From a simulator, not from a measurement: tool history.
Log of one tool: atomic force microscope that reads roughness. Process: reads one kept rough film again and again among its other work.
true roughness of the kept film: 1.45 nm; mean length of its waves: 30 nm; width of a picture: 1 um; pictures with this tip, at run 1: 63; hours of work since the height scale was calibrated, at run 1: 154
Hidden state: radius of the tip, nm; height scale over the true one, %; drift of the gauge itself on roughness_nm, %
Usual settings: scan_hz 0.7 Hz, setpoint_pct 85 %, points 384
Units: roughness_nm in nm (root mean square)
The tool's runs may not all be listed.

run,day,scan_hz,setpoint_pct,points,pictures with this tip,hours of work since the height scale was calibrated,roughness_nm
1,0,0.7,85,384,63,154,1.272
2,0.383,0.7,85,384,72,158,1.267
3,0.588,0.7,85,384,77,160,1.276
4,1,0.7,85,384,87,164,1.259
5,1.371,0.7,85,384,97,168,1.272
6,1.646,0.7,85,384,104,170,1.273
7,1.854,0.7,85,671,109,173,1.277
8,2.15,0.7,85,671,116,176,1.277
9,2.504,0.7,85,671,125,179,1.273
10,2.725,0.7,85,384,131,182,1.271
11,2.933,0.7,85,384,136,184,1.277
12,3.192,1.133,57,796,142,186,1.36
13,3.425,0.7,76,754,148,189,1.334
14,3.696,0.721,76,506,155,191,1.32
15,4.012,1.807,87,384,163,195,1.097
16,4.271,1.807,87,384,169,197,1.093
17,4.446,3.468,85,327,173,199,0.943
18,4.833,1.09,86,675,183,203,1.221
19,5.096,1.09,66,642,190,206,1.329

5 ways to go on from here, each from the tool as it stands after run 19. What would each give?
A,5.333,0.7,85,625,196,208,?
B,5.333,1.183,66,854,196,208,?
C,5.333,2.193,65,545,196,208,?
D,5.333,3.252,85,346,196,208,?
E,5.333,0.523,85,384,196,208,?

run,roughness_nm
A,1.276
B,1.319
C,1.265
D,0.961
E,1.302
Without the tool's hidden state the same runs would have given:
run,roughness_nm
A,1.278
B,1.321
C,1.267
D,0.962
E,1.304

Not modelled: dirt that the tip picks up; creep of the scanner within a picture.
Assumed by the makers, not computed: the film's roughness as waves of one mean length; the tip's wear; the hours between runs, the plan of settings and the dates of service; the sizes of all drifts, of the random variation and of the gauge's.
